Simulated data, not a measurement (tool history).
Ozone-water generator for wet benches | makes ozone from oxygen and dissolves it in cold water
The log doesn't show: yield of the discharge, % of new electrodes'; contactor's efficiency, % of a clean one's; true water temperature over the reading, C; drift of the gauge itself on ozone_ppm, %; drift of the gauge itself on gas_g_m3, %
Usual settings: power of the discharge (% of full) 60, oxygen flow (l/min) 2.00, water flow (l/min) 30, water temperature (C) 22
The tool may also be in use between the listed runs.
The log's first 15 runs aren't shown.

run   hour  power of the discharge (% of full)  oxygen flow (l/min)  water flow (l/min)  water temperature (C)  hours of work since the electrodes were changed  hours of work since the contactor was cleaned  hours of work since the thermometer was calibrated  dissolved ozone (ppm)  ozone in the gas ahead of the water (g/m3)
 16  332.3                                  77                 2.00                  30                     14                                              390                                           5860                                                3882                   5.74                                       187.1
 17  353.0                                  77                 2.00                  26                     22                                              405                                           5875                                                3896                   6.45                                       188.0
 18  381.8                                  71                 2.52                  19                     25                                              425                                           5895                                                3916                   8.64                                       159.2
 19  411.8                                  60                 1.13                  18                     22                                              446                                           5917                                                3938                   7.03                                       212.1
 20  430.3                                  60                 1.13                  18                     22                                              459                                           5930                                                3951                   6.88                                       212.6
 21  455.7                                  60                 1.00                  30                     18                                              477                                           5948                                                3969                   3.66                                       224.8
 22  477.2                                  94                 2.00                  19                     29                                              492                                           5963                                                3984                   9.69                                       210.0
 23  496.0                                  94                 2.00                  19                     29                                              505                                           5976                                                3997                   9.48                                       212.9
 24  521.1                                  94                 2.00                  33                     19                                              523                                           5994                                                4015                   5.68                                       213.4
 25  538.3                                  94                 2.00                  33                     17                                              535                                           6006                                                4027                   5.66                                       211.7
 26  566.0                                  94                 2.00                  33                     17                                              555                                           6025                                                4046                   5.54                                       212.0
 27  579.3                                  94                 2.00                  33                     17                                              564                                           6035                                                4056                   5.55                                       213.7
 28  599.5                                  60                 1.23                  30                     15                                              578                                           6049                                                4070                   4.00                                       200.3
 29  615.9                                  45                 2.00                  30                     22                                              590                                           6060                                                4081                   3.78                                       133.1
 30  631.2                                  45                 2.00                  30                     22                                              601                                           6071                                                4092                   3.72                                       134.3
 31  656.1                                  98                 2.00                  21                     14                                              618                                           6089                                                4110                   9.95                                       217.8
 32  688.6                                  60                 1.20                  30                     22                                              641                                           6112                                                4133                   3.83                                       205.7

Forecast each of these 5 alternatives for the next run:
  A  713.1                                  60                 2.00                  23                     22                                              658                                           6129                                                4150                      ?                                           ?
  B  713.1                                  60                 2.08                  30                     20                                              658                                           6129                                                4150                      ?                                           ?
  C  713.1                                  98                 2.00                  21                     16                                              658                                           6129                                                4150                      ?                                           ?
  D  713.1                                  68                 1.20                  19                     26                                              658                                           6129                                                4150                      ?                                           ?
  E  713.1                                  84                 1.20                  30                     15                                              658                                           6129                                                4150                      ?                                           ?

run  dissolved ozone (ppm)  ozone in the gas ahead of the water (g/m3)
  A                   6.25                                       160.5
  B                   4.71                                       156.4
  C                   9.63                                       219.9
  D                   7.05                                       222.8
  E                   4.89                                       253.2
Without the tool's hidden state the same runs would have given:
run  dissolved ozone (ppm)  ozone in the gas ahead of the water (g/m3)
  A                   6.61                                       161.1
  B                   5.00                                       157.0
  C                  10.18                                       221.0
  D                   7.42                                       223.7
  E                   5.19                                       254.4
